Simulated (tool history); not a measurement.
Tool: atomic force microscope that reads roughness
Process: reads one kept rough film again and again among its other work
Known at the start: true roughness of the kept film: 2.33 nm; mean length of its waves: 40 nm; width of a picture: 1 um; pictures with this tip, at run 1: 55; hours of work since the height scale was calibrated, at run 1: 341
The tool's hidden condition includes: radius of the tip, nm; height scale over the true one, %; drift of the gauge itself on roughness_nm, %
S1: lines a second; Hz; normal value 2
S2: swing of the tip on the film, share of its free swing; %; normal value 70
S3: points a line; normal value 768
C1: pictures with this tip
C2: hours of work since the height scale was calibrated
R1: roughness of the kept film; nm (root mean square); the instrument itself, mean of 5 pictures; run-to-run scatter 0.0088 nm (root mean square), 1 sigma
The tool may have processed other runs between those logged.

Run 1, day 0: usual settings; C1 55; C2 341. Result: R1 1.921 nm (root mean square).
At day 1.833: new tip fitted.
Run 2, day 3.154: usual settings; C1 55; C2 386. Result: R1 1.937 nm (root mean square).
At day 5.029: new tip fitted.
Run 3, day 5.942: usual settings; C1 38; C2 426. Result: R1 1.939 nm (root mean square).
At day 7.996: new tip fitted.
Run 4, day 8.504: usual settings; C1 21; C2 463. Result: R1 1.942 nm (root mean square).
At day 10.933: new tip fitted.
Run 5, day 11.262: usual settings but S2 69 %; C1 14; C2 502. Result: R1 1.98 nm (root mean square).
Run 6, day 13.571: usual settings but S1 1.44 Hz; C1 111; C2 536. Result: R1 1.955 nm (root mean square).
At day 13.917: new tip fitted.
Run 7, day 15.896: usual settings; C1 83; C2 569. Result: R1 1.915 nm (root mean square).
At day 17.008: new tip fitted.
Run 8, day 18.746: usual settings but S3 405; C1 73; C2 610. Result: R1 1.908 nm (root mean square).
At day 20.088: new tip fitted.
Run 9, day 21.25: usual settings but S3 405; C1 49; C2 646. Result: R1 1.951 nm (root mean square).
At day 23.058: new tip fitted.
Run 10, day 23.162: usual settings but S3 405; C1 4; C2 673. Result: R1 1.982 nm (root mean square).
At day 26.054: new tip fitted.
Run 11, day 26.233: usual settings but S2 74 %; C1 8; C2 717. Result: R1 1.932 nm (root mean square).
Run 12, day 28.696: usual settings but S2 74 %; C1 111; C2 753. Result: R1 1.831 nm (root mean square).
At day 29.138: new tip fitted.
Run 13, day 31.029: usual settings but S2 74 %; C1 79; C2 786. Result: R1 1.874 nm (root mean square).
At day 32.238: new tip fitted.
Run 14, day 33.912: usual settings but S3 302; C1 70; C2 827. Result: R1 1.937 nm (root mean square).
At day 35.258: new tip fitted.
Run 15, day 37.267: usual settings but S1 1.36 Hz, S2 81 %, S3 260; C1 84; C2 876. Result: R1 1.862 nm (root mean square).
At day 37.562: height scale calibrated on a step standard.
At day 38.342: new tip fitted.
Run 16, day 39.838: usual settings but S1 1.36 Hz, S2 81 %, S3 260; C1 63; C2 33. Result: R1 1.863 nm (root mean square).
At day 41.333: new tip fitted.
Run 17, day 42.471: usual settings but S1 3.86 Hz; C1 47; C2 70. Result: R1 1.761 nm (root mean square).
Run 18, day 43.996: usual settings but S1 3.86 Hz; C1 111; C2 92. Result: R1 1.706 nm (root mean square).
At day 44.408: new tip fitted.
Run 19, day 47.033: usual settings but S1 1.55 Hz, S2 69 %; C1 110; C2 136. Result: R1 1.964 nm (root mean square).
At day 47.35: new tip fitted.
Run 20, day 49.567: usual settings but S1 1.55 Hz, S2 69 %; C1 93; C2 172. Result: R1 1.977 nm (root mean square).
At day 50.133: height scale calibrated on a step standard, once more.
At day 50.342: new tip fitted.
Run 21, day 52.167: usual settings but S1 3.54 Hz, S2 56 %, S3 286; C1 76; C2 29. Result: R1 1.956 nm (root mean square).
At day 53.375: new tip fitted.
Run 22, day 55.425: usual settings but S1 3.54 Hz, S2 56 %, S3 286; C1 86; C2 76. Result: R1 1.937 nm (root mean square).
At day 56.329: new tip fitted.
Run 23, day 58.925: usual settings but S1 0.54 Hz, S2 86 %; C1 109; C2 126. Result: R1 1.954 nm (root mean square).
At day 59.475: new tip fitted.
Run 24, day 61.721: usual settings but S1 2.12 Hz, S2 86 %; C1 94; C2 166. Result: R1 1.62 nm (root mean square).
At day 62.508: new tip fitted.
Run 25, day 63.783: usual settings but S1 2.12 Hz, S2 86 %, S3 264; C1 54; C2 196. Result: R1 1.627 nm (root mean square).
At day 65.454: new tip fitted.
Run 26, day 66.275: usual settings but S1 2.12 Hz, S2 80 %, S3 615; C1 34; C2 231. Result: R1 1.784 nm (root mean square).
At day 68.421: new tip fitted.
Run 27, day 68.762: usual settings but S1 2.12 Hz, S2 80 %, S3 615; C1 14; C2 267. Result: R1 1.789 nm (root mean square).

Each row is a separate what-if for the run after 27, all from the same tool condition, not one after another. Results?
At day 71.442: new tip fitted.
Run A, day 71.442: usual settings but S2 88 %, S3 791; C1 0; C2 305. Result: R1 ?.
At day 71.442: new tip fitted.
Run B, day 71.442: usual settings but S1 0.54 Hz, S2 58 %, S3 642; C1 0; C2 305. Result: R1 ?.
At day 71.442: new tip fitted.
Run C, day 71.442: usual settings but S1 2.12 Hz, S2 66 %, S3 615; C1 0; C2 305. Result: R1 ?.

run     R1
  A  1.686
  B  2.201
  C  1.996
Without the tool's hidden state the same runs would have given:
run     R1
  A  1.684
  B  2.199
  C  1.994
